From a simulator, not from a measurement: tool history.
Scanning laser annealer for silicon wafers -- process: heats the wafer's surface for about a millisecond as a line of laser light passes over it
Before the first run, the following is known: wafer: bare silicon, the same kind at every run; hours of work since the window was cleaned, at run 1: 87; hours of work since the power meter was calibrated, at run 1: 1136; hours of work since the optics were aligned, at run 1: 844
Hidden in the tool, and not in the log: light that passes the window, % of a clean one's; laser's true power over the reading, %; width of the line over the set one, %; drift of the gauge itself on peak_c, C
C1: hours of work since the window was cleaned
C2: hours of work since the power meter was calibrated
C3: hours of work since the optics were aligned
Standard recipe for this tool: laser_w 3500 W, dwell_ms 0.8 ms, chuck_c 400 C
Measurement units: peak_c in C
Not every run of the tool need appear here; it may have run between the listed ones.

{"run": 1, "hour": 0.0, "laser_w": 3500, "dwell_ms": 0.8, "chuck_c": 400, "C1": 87, "C2": 1136, "C3": 844, "peak_c": 1145}
{"run": 2, "hour": 92.5, "laser_w": 3500, "dwell_ms": 0.8, "chuck_c": 400, "C1": 128, "C2": 1177, "C3": 885, "peak_c": 1144}
{"hour": 113.8, "done": "optics aligned, line set to its width"}
{"run": 3, "hour": 152.7, "laser_w": 3500, "dwell_ms": 0.8, "chuck_c": 366, "C1": 152, "C2": 1201, "C3": 17, "peak_c": 1096}
{"run": 4, "hour": 218.5, "laser_w": 3500, "dwell_ms": 0.804, "chuck_c": 400, "C1": 182, "C2": 1231, "C3": 47, "peak_c": 1135}
{"run": 5, "hour": 267.2, "laser_w": 3500, "dwell_ms": 0.804, "chuck_c": 400, "C1": 204, "C2": 1253, "C3": 68, "peak_c": 1134}
{"run": 6, "hour": 321.6, "laser_w": 3500, "dwell_ms": 0.8, "chuck_c": 400, "C1": 228, "C2": 1277, "C3": 93, "peak_c": 1134}
{"run": 7, "hour": 391.7, "laser_w": 3500, "dwell_ms": 0.8, "chuck_c": 400, "C1": 259, "C2": 1308, "C3": 124, "peak_c": 1130}
{"hour": 441.2, "done": "optics aligned, line set to its width, once more"}
{"run": 8, "hour": 461.5, "laser_w": 3014, "dwell_ms": 0.889, "chuck_c": 409, "C1": 288, "C2": 1337, "C3": 9, "peak_c": 1087}
{"run": 9, "hour": 502.1, "laser_w": 3014, "dwell_ms": 0.889, "chuck_c": 409, "C1": 306, "C2": 1355, "C3": 27, "peak_c": 1092}
{"run": 10, "hour": 542.7, "laser_w": 3794, "dwell_ms": 0.8, "chuck_c": 385, "C1": 324, "C2": 1373, "C3": 45, "peak_c": 1197}
{"run": 11, "hour": 605.3, "laser_w": 3606, "dwell_ms": 0.846, "chuck_c": 415, "C1": 352, "C2": 1401, "C3": 73, "peak_c": 1209}
{"run": 12, "hour": 672.0, "laser_w": 3585, "dwell_ms": 0.8, "chuck_c": 381, "C1": 382, "C2": 1431, "C3": 103, "peak_c": 1144}
{"run": 13, "hour": 741.3, "laser_w": 3094, "dwell_ms": 0.896, "chuck_c": 381, "C1": 413, "C2": 1462, "C3": 134, "peak_c": 1082}
{"run": 14, "hour": 798.5, "laser_w": 3500, "dwell_ms": 0.563, "chuck_c": 395, "C1": 438, "C2": 1487, "C3": 159, "peak_c": 1009}

Predict each of these 5 candidate next runs independently; none follows another, all start after run 14:
{"run": "A", "hour": 836.6, "laser_w": 3018, "dwell_ms": 0.563, "chuck_c": 401, "C1": 455, "C2": 1504, "C3": 176, "peak_c": "?"}
{"run": "B", "hour": 836.6, "laser_w": 3500, "dwell_ms": 0.938, "chuck_c": 428, "C1": 455, "C2": 1504, "C3": 176, "peak_c": "?"}
{"run": "C", "hour": 836.6, "laser_w": 3044, "dwell_ms": 0.808, "chuck_c": 376, "C1": 455, "C2": 1504, "C3": 176, "peak_c": "?"}
{"run": "D", "hour": 836.6, "laser_w": 3008, "dwell_ms": 0.807, "chuck_c": 408, "C1": 455, "C2": 1504, "C3": 176, "peak_c": "?"}
{"run": "E", "hour": 836.6, "laser_w": 3712, "dwell_ms": 0.688, "chuck_c": 389, "C1": 455, "C2": 1504, "C3": 176, "peak_c": "?"}

run=A peak_c=926
run=B peak_c=1236
run=C peak_c=1022
run=D peak_c=1042
run=E peak_c=1116
Without the tool's unlogged condition, the same runs would have read:
run=A peak_c=941
run=B peak_c=1258
run=C peak_c=1040
run=D peak_c=1059
run=E peak_c=1136
